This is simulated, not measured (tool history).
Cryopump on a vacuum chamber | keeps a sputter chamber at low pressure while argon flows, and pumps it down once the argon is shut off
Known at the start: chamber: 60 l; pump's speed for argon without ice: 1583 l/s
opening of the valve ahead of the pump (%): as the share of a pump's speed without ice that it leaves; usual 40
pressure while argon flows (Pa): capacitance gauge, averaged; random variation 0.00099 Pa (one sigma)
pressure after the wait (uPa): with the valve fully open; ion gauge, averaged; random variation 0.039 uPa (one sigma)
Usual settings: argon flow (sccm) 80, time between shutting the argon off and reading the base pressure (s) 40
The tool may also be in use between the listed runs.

run   hour  argon flow (sccm)  time between shutting the argon off and reading the base pressure (s)  opening of the valve ahead of the pump (%)  pressure while argon flows (Pa)  pressure after the wait (uPa)
  1      0                 80                                                                     40                                          40                            0.232                           2.28
  2   26.1                 80                                                                     72                                          40                           0.2313                           1.44
  3   56.4                 39                                                                     40                                          40                            0.113                           2.34
  4   77.4                 39                                                                     40                                          40                            0.115                           2.34
  5   98.5                 39                                                                     40                                          40                           0.1145                           2.29
  6  119.3                 80                                                                     40                                          40                           0.2367                           2.36
  7    154                 80                                                                     40                                          40                           0.2399                           2.32
  8    178                 80                                                                     40                                          40                           0.2381                           2.38
  9  205.8                 80                                                                     40                                          40                           0.2411                           2.33
 10  224.8                 70                                                                     40                                          40                           0.2122                           2.34
 11  263.1                 70                                                                     40                                          40                           0.2116                            2.4
 12  288.6                 88                                                                     40                                          40                           0.2684                           2.41
 13  307.5                 88                                                                     40                                          40                           0.2701                           2.46
 14  337.7                 80                                                                     40                                          40                           0.2455                           2.32
 15  361.7                 80                                                                     40                                          40                           0.2448                           2.42
 16  386.5                 80                                                                     40                                          40                           0.2498                           2.45
 17  420.7                 80                                                                     40                                          40                            0.248                           2.46
 18  458.9                 34                                                                     40                                          19                           0.2083                           2.45
 19  495.9                 80                                                                     74                                          40                           0.2535                           1.57
 20  525.6                 80                                                                     40                                          45                           0.2295                           2.43
 21  555.9                126                                                                    214                                          43                           0.3797                           0.84
 22  578.7                 74                                                                    233                                          51                           0.1965                            0.8
 23  606.6                 43                                                                    233                                          51                            0.116                           0.88
     632.5  -- pump warmed up, emptied and cooled again
 24  637.8                 62                                                                     25                                          40                           0.1661                           3.55
 25  666.2                 62                                                                     25                                          40                            0.166                           3.57
 26  695.3                 62                                                                     25                                          40                            0.168                            3.6
 27  714.2                 80                                                                     43                                          40                            0.215                           2.31
 28  736.9                 34                                                                     40                                          42                           0.0884                           2.43
 29  757.8                102                                                                     58                                          40                            0.278                           1.78
 30  794.2                102                                                                    258                                          27                           0.4119                           0.67
 31  821.8                 36                                                                     60                                          40                           0.0987                           1.72
 32  852.8                 36                                                                    156                                          40                           0.0994                           0.95
 33  879.7                106                                                                     21                                          27                           0.4311                           4.29
 34  907.9                 54                                                                    161                                          23                           0.2574                           0.91

Forecast each of these 4 alternatives for the next run:
  A  938.8                 90                                                                     40                                          40                                ?                              ?
  B  938.8                127                                                                     26                                          59                                ?                              ?
  C  938.8                 83                                                                    161                                          23                                ?                              ?
  D  938.8                 99                                                                    161                                          18                                ?                              ?

run  pressure while argon flows (Pa)  pressure after the wait (uPa)
  A                           0.2508                           2.47
  B                           0.2447                           3.52
  C                           0.3948                           0.98
  D                           0.5987                            0.9
Without the tool's hidden state the same runs would have given:
run  pressure while argon flows (Pa)  pressure after the wait (uPa)
  A                           0.2401                           2.22
  B                           0.2295                           3.28
  C                           0.3848                           0.74
  D                           0.5869                           0.66

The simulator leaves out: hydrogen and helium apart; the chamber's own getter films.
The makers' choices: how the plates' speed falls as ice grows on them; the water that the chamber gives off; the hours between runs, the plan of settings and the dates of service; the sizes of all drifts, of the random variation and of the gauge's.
